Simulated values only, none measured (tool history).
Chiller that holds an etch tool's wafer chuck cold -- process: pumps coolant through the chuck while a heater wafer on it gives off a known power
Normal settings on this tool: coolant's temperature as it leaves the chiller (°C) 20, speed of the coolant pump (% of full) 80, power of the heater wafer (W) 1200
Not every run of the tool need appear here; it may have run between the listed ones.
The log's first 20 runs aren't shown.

| run | day | coolant's temperature as it leaves the chiller (°C) | speed of the coolant pump (% of full) | power of the heater wafer (W) | chuck's temperature once it has settled (°C) | how much warmer the coolant comes back (C) |
|---|---|---|---|---|---|---|
| 21 | 45.492 | 20 | 80 | 1391 | 30.4 | 3.96 |
| 22 | 47.575 | 10 | 83 | 1000 | 17.2 | 2.82 |
| 23 | 50.492 | 20 | 80 | 1291 | 29.7 | 3.81 |
| 24 | 52.571 | 20 | 80 | 1291 | 29.6 | 3.73 |
| 25 | 54.188 | 15 | 80 | 796 | 20.9 | 2.28 |
| 26 | 57.112 | 13 | 67 | 910 | 20.6 | 3.15 |
| 27 | 59.754 | 20 | 73 | 1200 | 29.6 | 3.81 |
| 28 | 62.479 | 14 | 94 | 727 | 18.9 | 1.78 |
| 29 | 64.283 | 14 | 94 | 727 | 18.8 | 1.79 |
| 30 | 67.142 | 18 | 77 | 645 | 22.9 | 1.88 |
| 31 | 69.325 | 29 | 65 | 1428 | 41.2 | 5.09 |
| 32 | 70.983 | 29 | 65 | 1428 | 41.2 | 5.04 |

Below are 4 alternative next runs, each starting from the tool's condition after run 32. Predict each:
| A | 72.554 | 29 | 91 | 1428 | ? | ? |
| B | 72.554 | 10 | 80 | 1200 | ? | ? |
| C | 72.554 | 12 | 74 | 781 | ? | ? |
| D | 72.554 | 18 | 95 | 1200 | ? | ? |

| run | chuck's temperature once it has settled (°C) | how much warmer the coolant comes back (C) |
|---|---|---|
| A | 38.7 | 3.62 |
| B | 19 | 3.45 |
| C | 18.1 | 2.45 |
| D | 26 | 2.95 |
What these runs would have given with no unlogged condition in the tool:
| run | chuck's temperature once it has settled (°C) | how much warmer the coolant comes back (C) |
|---|---|---|
| A | 38.7 | 3.62 |
| B | 19 | 3.45 |
| C | 18 | 2.45 |
| D | 26 | 2.95 |
